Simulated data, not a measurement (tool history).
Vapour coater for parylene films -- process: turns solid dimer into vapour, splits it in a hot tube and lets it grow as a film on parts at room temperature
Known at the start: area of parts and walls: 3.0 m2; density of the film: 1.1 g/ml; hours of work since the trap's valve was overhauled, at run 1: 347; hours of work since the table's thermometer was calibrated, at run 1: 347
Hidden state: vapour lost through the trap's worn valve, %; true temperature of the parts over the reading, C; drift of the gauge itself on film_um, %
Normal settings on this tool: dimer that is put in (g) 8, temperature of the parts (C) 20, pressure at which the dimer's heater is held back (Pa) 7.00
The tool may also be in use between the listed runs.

| run | hour | dimer that is put in (g) | temperature of the parts (C) | pressure at which the dimer's heater is held back (Pa) | hours of work since the trap's valve was overhauled | hours of work since the table's thermometer was calibrated | thickness of the film (µm) |
|---|---|---|---|---|---|---|---|
| 1 | 0.0 | 8 | 20 | 7.00 | 347 | 347 | 1.418 |
| 2 | 16.8 | 8 | 20 | 7.00 | 359 | 359 | 1.419 |
| 3 | 31.0 | 8 | 20 | 7.00 | 368 | 368 | 1.411 |
| 4 | 50.6 | 8 | 20 | 7.00 | 382 | 382 | 1.404 |
| 5 | 69.6 | 8 | 20 | 7.00 | 394 | 394 | 1.419 |
| 6 | 90.6 | 7 | 20 | 7.00 | 409 | 409 | 1.233 |
| 7 | 99.3 | 7 | 20 | 7.00 | 415 | 415 | 1.227 |
| 8 | 111.4 | 7 | 20 | 7.00 | 423 | 423 | 1.219 |
| 9 | 121.0 | 8 | 20 | 7.00 | 429 | 429 | 1.402 |
| 10 | 130.7 | 8 | 20 | 7.00 | 436 | 436 | 1.392 |
| 11 | 139.5 | 8 | 22 | 7.00 | 442 | 442 | 1.321 |
| 12 | 149.7 | 8 | 22 | 7.00 | 449 | 449 | 1.329 |
| 13 | 168.1 | 8 | 22 | 7.00 | 461 | 461 | 1.325 |
| 14 | 185.2 | 8 | 22 | 7.00 | 473 | 473 | 1.335 |
| 15 | 194.8 | 8 | 22 | 7.00 | 479 | 479 | 1.318 |
| 16 | 211.1 | 8 | 22 | 7.00 | 490 | 490 | 1.321 |
|  | 217.0 | trap's valve overhauled |
| 17 | 234.9 | 8 | 32 | 7.00 | 12 | 504 | 1.034 |
|  | 247.8 | gauge calibrated |
| 18 | 247.8 | 8 | 32 | 7.00 | 21 | 513 | 1.062 |
| 19 | 262.2 | 9 | 20 | 7.00 | 31 | 522 | 1.601 |
| 20 | 281.6 | 9 | 20 | 7.00 | 44 | 535 | 1.596 |
| 21 | 300.4 | 9 | 20 | 3.51 | 57 | 548 | 1.718 |
| 22 | 312.2 | 11 | 20 | 7.00 | 65 | 556 | 1.936 |
| 23 | 323.0 | 8 | 20 | 7.00 | 72 | 564 | 1.413 |
| 24 | 333.5 | 8 | 20 | 7.00 | 79 | 571 | 1.410 |
| 25 | 347.5 | 8 | 21 | 4.23 | 89 | 580 | 1.454 |
| 26 | 367.4 | 4 | 18 | 5.02 | 102 | 594 | 0.759 |
| 27 | 376.9 | 4 | 15 | 9.74 | 108 | 600 | 0.764 |
| 28 | 393.0 | 4 | 18 | 2.38 | 119 | 611 | 0.829 |
| 29 | 411.2 | 4 | 18 | 2.38 | 132 | 623 | 0.830 |
| 30 | 427.0 | 7 | 19 | 4.94 | 142 | 634 | 1.305 |
| 31 | 440.5 | 8 | 17 | 7.00 | 152 | 643 | 1.499 |
| 32 | 450.4 | 11 | 18 | 4.38 | 158 | 650 | 2.126 |
|  | 457.0 | gauge calibrated |
| 33 | 465.1 | 6 | 15 | 2.32 | 168 | 660 | 1.364 |
| 34 | 482.4 | 6 | 26 | 2.32 | 180 | 672 | 1.042 |
| 35 | 495.6 | 6 | 26 | 11.69 | 189 | 681 | 0.864 |
| 36 | 516.3 | 4 | 20 | 2.63 | 203 | 695 | 0.792 |
| 37 | 530.9 | 4 | 20 | 2.63 | 213 | 705 | 0.792 |
| 38 | 548.5 | 4 | 20 | 2.63 | 225 | 716 | 0.788 |
| 39 | 564.7 | 8 | 18 | 9.84 | 236 | 727 | 1.425 |
| 40 | 577.4 | 8 | 18 | 9.84 | 244 | 736 | 1.402 |
| 41 | 588.4 | 6 | 30 | 8.44 | 252 | 743 | 0.791 |
| 42 | 600.0 | 11 | 17 | 7.82 | 260 | 751 | 2.047 |
| 43 | 618.0 | 3 | 17 | 8.25 | 272 | 764 | 0.543 |
| 44 | 627.7 | 7 | 25 | 3.43 | 279 | 770 | 1.172 |
| 45 | 636.6 | 7 | 19 | 3.30 | 285 | 776 | 1.360 |
| 46 | 657.3 | 7 | 19 | 3.30 | 299 | 790 | 1.363 |
| 47 | 675.2 | 7 | 19 | 3.30 | 311 | 802 | 1.349 |

Selected run-to-run steps in thickness of the film (µm), each split into two signed amounts: the part the tool would show with no hidden state at all (from settings, incoming material and random variation), and the remainder, which goes to the hidden state together with any gauge scatter not common to the measured and the hidden-state-free results:
Run 17 -> 18: gauge calibrated. thickness of the film (µm) +0.028: hidden state +0.027, all else +0.001.
Run 32 -> 33: dimer that is put in (g) 11 -> 6, temperature of the parts (C) 18 -> 15, pressure at which the dimer's heater is held back (Pa) 4.38 -> 2.32, gauge calibrated. thickness of the film (µm) -0.762: hidden state +0.045, all else -0.807.
Run 41 -> 42: dimer that is put in (g) 6 -> 11, temperature of the parts (C) 30 -> 17, pressure at which the dimer's heater is held back (Pa) 8.44 -> 7.82. thickness of the film (µm) +1.256: hidden state -0.021, all else +1.277.
Run 42 -> 43: dimer that is put in (g) 11 -> 3, pressure at which the dimer's heater is held back (Pa) 7.82 -> 8.25. thickness of the film (µm) -1.504: hidden state +0.023, all else -1.527.

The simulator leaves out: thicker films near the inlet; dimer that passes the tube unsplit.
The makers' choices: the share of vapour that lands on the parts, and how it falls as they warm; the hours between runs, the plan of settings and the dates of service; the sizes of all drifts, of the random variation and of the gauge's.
